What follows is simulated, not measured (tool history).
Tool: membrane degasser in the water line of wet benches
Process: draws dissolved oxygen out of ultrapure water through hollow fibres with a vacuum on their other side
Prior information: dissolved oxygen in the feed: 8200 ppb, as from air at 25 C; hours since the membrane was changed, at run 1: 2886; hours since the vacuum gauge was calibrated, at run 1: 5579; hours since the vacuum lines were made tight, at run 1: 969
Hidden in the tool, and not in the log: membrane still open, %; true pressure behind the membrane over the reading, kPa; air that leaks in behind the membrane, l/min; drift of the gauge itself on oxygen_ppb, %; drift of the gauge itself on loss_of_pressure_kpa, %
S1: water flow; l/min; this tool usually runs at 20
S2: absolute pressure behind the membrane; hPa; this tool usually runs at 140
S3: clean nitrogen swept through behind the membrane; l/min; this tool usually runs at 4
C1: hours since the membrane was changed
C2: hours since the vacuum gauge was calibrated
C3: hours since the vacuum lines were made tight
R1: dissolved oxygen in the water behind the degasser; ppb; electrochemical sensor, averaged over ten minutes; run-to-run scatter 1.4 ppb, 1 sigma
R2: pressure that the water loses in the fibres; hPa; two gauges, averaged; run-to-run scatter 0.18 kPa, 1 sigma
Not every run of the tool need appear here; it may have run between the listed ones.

run,day,S1,S2,S3,C1,C2,C3,R1,R2
1,0,20,140,4,2886,5579,969,143,348.9
2,5.058,20,140,4,3007,5700,1090,141.6,349.4
3,8.771,20,140,4,3097,5790,1179,142.5,347.3
4,11.008,20,140,2.58,3150,5843,1233,212.4,352.2
5,16.008,20,140,2.58,3270,5963,1353,216.4,355.4
6,21.096,20,140,2.58,3392,6085,1475,212.8,353.3
7,23.65,20,140,4,3454,6147,1536,143,352
8,26.308,20,140,10.29,3518,6210,1600,60.5,352.9
9,31.4,20,140,4.3,3640,6333,1722,134.5,353.1
10,35.967,20,140,4.3,3749,6442,1832,135.5,356.5
11,38.279,20,140,4.3,3805,6498,1887,132.9,354.5
12,41.283,20,140,4.3,3877,6570,1960,134.8,353.7
13,44.875,22,140,4,3963,6656,2046,157.5,391.6
14,47.175,22,140,4,4018,6711,2101,158.6,389.7
15,49.417,20,140,4,4072,6765,2155,145.6,352.3
16,52.725,20,140,11.86,4151,6844,2234,52.5,354.6
17,55.875,20,335,11.86,4227,6920,2310,134.9,357.8
18,59.7,19,301,4.71,4319,7012,2401,272.3,338.6
# day 61.592: vacuum gauge calibrated
19,64.154,20,172,4,4425,61,2508,175.7,357.3
20,66.442,14,140,4,4480,116,2563,96.2,252.5
21,70.517,17,141,2.03,4578,214,2661,220.2,305.9
22,73.121,17,141,2.03,4640,277,2723,220.8,303.2
23,76.733,30,140,4,4727,363,2810,206.6,534.1
24,80.404,30,140,4,4815,451,2898,203.6,536.2
25,83.296,21,140,3.82,4885,521,2967,151.3,376.2
26,85.658,20,140,4.36,4941,578,3024,126.1,356.9
27,88.308,17,140,4.43,5005,641,3088,107.2,303.3
28,91.904,17,143,4,5091,728,3174,117.9,305
29,95.642,19,143,3.97,5181,817,3264,134.6,342.7
30,97.938,14,263,4,5236,872,3319,201.5,254.4
31,102.479,14,263,4,5345,981,3428,204.4,251.6
32,105.558,20,295,5.73,5419,1055,3502,228.6,361

What if the next run were any one of these 3? Each begins from the tool's condition after run 32:
A,108.292,14,254,1.64,5485,1121,3567,?,?
B,108.292,31,271,2.31,5485,1121,3567,?,?
C,108.292,20,340,5.73,5485,1121,3567,?,?

run,R1,R2
A,449.3,251.5
B,706.6,562.8
C,271.6,363.1
With the hidden condition removed and each run's random variation left untouched, the same runs would have given:
run,R1,R2
A,432.5,235.3
B,690.6,526.7
C,262,340
